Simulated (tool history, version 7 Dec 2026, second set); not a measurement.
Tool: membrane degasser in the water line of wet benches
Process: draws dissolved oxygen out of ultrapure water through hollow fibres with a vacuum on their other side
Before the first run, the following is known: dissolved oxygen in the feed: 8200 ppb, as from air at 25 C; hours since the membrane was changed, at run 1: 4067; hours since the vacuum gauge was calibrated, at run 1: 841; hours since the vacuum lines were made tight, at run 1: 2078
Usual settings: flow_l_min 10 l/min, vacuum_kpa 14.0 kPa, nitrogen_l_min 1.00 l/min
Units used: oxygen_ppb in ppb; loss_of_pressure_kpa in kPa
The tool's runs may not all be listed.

run    hour  flow_l_min  vacuum_kpa  nitrogen_l_min  hours since the membrane was changed  hours since the vacuum gauge was calibrated  hours since the vacuum lines were made tight  oxygen_ppb  loss_of_pressure_kpa
  1     0.0          10        14.0            1.00                                  4067                                          841                                          2078       363.7                 56.32
  2    61.6          10        14.0            1.00                                  4128                                          903                                          2139       368.9                 55.78
  3   187.4          10        14.0            1.00                                  4254                                         1028                                          2265       373.7                 56.32
  4   260.7          10        14.0            1.00                                  4328                                         1102                                          2338       367.9                 56.04
  5   361.3          10        14.0            2.82                                  4428                                         1202                                          2439       224.5                 55.77
  6   450.1          10        14.0            2.82                                  4517                                         1291                                          2528       221.2                 55.94
  7   508.0          10        13.2            1.00                                  4575                                         1349                                          2586       358.2                 55.64
  8   609.0           8        14.0            1.00                                  4676                                         1450                                          2687       257.6                 44.54
  9   738.7          10        14.0            0.97                                  4806                                         1580                                          2816       384.5                 55.75
 10   809.4          10        14.0            1.00                                  4876                                         1650                                          2887       367.7                 56.14
 11   919.1          10        14.0            1.00                                  4986                                         1760                                          2997       374.7                 55.86
 12   987.5          10        14.0            1.00                                  5054                                         1829                                          3065       376.3                 55.77
 13  1089.9           7        14.0            1.00                                  5157                                         1931                                          3167       207.9                 39.09
 14  1216.5          10        14.0            1.00                                  5283                                         2058                                          3294       371.0                 55.20
 15  1271.4          10        14.0            1.00                                  5338                                         2112                                          3349       374.3                 55.23
 16  1328.4          10        14.0            1.00                                  5395                                         2169                                          3406       369.6                 55.32
 17  1382.1          10        14.0            1.00                                  5449                                         2223                                          3460       376.7                 55.50
 18  1508.5          11        15.9            2.11                                  5575                                         2350                                          3586       324.0                 60.78
 19  1598.4          10        14.2            1.00                                  5665                                         2439                                          3676       376.8                 55.62
 20  1693.9          10        14.2            1.00                                  5761                                         2535                                          3771       379.9                 55.05
 21  1757.8          10        31.0            0.50                                  5825                                         2599                                          3835      1194.1                 54.78
 22  1869.7          10        31.0            0.50                                  5937                                         2711                                          3947      1186.3                 55.12
 23  1985.0          11        31.0            0.50                                  6052                                         2826                                          4063      1299.4                 60.65
 24  2076.2          11        31.0            0.50                                  6143                                         2917                                          4154      1333.2                 60.52
 25  2162.5           7        34.3            1.32                                  6229                                         3004                                          4240       415.5                 38.73
 26  2284.9          10        17.5            1.51                                  6352                                         3126                                          4362       350.2                 54.68
     2323.6  -- gauge calibrated
 27  2415.2          16        30.7            0.97                                  6482                                         3256                                          4493      1311.1                 90.23
 28  2491.9          11        16.6            2.25                                  6559                                         3333                                          4569       322.8                 62.16
 29  2548.8          11        16.6            2.25                                  6616                                         3390                                          4626       325.1                 61.57
 30  2621.4          11        16.6            2.25                                  6688                                         3462                                          4699       325.4                 61.56
 31  2681.5          11        16.6            2.25                                  6748                                         3523                                          4759       329.1                 61.60

Run by run, hidden condition taken away, random variation retained:
Hidden state at play: membrane still open, %; true pressure behind the membrane over the reading, kPa; air that leaks in behind the membrane, l/min; drift of the gauge itself on oxygen_ppb, %; drift of the gauge itself on loss_of_pressure_kpa, %.
run  loss_of_pressure_kpa
  1                 56.28
  2                 55.78
  3                 56.40
  4                 56.17
  5                 55.96
  6                 56.18
  7                 55.91
  8                 44.81
  9                 56.17
 10                 56.60
 11                 56.39
 12                 56.34
 13                 39.53
 14                 55.91
 15                 55.97
 16                 56.09
 17                 56.31
 18                 61.75
 19                 56.57
 20                 56.04
 21                 55.81
 22                 56.22
 23                 61.95
 24                 61.87
 25                 39.63
 26                 56.03
 27                 90.24
 28                 62.22
 29                 61.67
 30                 61.70
 31                 61.78
oxygen_ppb: within 1.3 ppb of the measured result in every run.
